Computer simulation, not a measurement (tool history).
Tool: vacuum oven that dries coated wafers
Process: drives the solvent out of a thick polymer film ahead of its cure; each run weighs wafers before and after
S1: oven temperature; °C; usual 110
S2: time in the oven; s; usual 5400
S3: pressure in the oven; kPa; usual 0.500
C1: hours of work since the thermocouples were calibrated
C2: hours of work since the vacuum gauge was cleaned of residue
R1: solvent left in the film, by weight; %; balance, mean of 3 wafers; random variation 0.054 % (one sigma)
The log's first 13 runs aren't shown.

run	hour	S1	S2	S3	C1	C2	R1
14	622.9	108	5640	0.500	729	964	2.68
15	667.2	108	5640	0.500	751	987	2.68
16	728.2	108	5640	0.500	782	1017	2.78
17	792.9	116	5400	0.500	815	1050	1.69
# hour 798.7: oven's thermocouples calibrated
18	829.5	116	5400	0.500	16	1067	1.79
19	873.2	110	8580	0.500	38	1089	1.44
20	912.3	100	6540	0.500	57	1109	3.88
21	963.1	110	5400	0.410	83	1135	2.58
22	1004.6	110	6600	0.329	104	1156	1.94
23	1036.0	120	3900	0.630	120	1171	2.44
24	1083.0	120	2760	0.500	143	1195	3.80
25	1137.3	100	4320	0.500	171	1223	5.82
26	1204.0	124	4140	0.289	204	1256	1.62
# hour 1224.2: oven's thermocouples calibrated, once more
27	1269.6	97	4440	0.271	23	1288	5.96
28	1331.0	115	4200	1.896	54	1319	3.49
29	1370.9	115	4200	1.896	74	1339	3.63
30	1404.8	108	6660	1.010	91	1356	2.72
31	1440.5	121	3000	0.371	109	1374	3.20
32	1497.0	121	3000	0.371	138	1403	3.05
# hour 1532.9: vacuum gauge cleaned of residue and calibrated
33	1539.8	110	7080	0.661	158	4	1.41
34	1583.3	114	5400	0.436	180	25	1.47
35	1650.6	108	3180	0.865	214	59	5.40
36	1680.4	108	3180	0.865	229	74	5.24
37	1749.7	120	4620	0.500	264	109	1.29

5 ways to go on from here, each from the tool as it stands after run 37. What would each give?
A	1796.9	95	4620	0.489	288	133	?
B	1796.9	120	4320	0.500	288	133	?
C	1796.9	110	5400	0.500	288	133	?
D	1796.9	101	6300	0.500	288	133	?
E	1796.9	105	6960	0.363	288	133	?

run	R1
A	5.94
B	1.53
C	2.33
D	3.06
E	1.86
Without the tool's hidden state the same runs would have given:
run	R1
A	5.74
B	1.42
C	2.19
D	2.89
E	1.72

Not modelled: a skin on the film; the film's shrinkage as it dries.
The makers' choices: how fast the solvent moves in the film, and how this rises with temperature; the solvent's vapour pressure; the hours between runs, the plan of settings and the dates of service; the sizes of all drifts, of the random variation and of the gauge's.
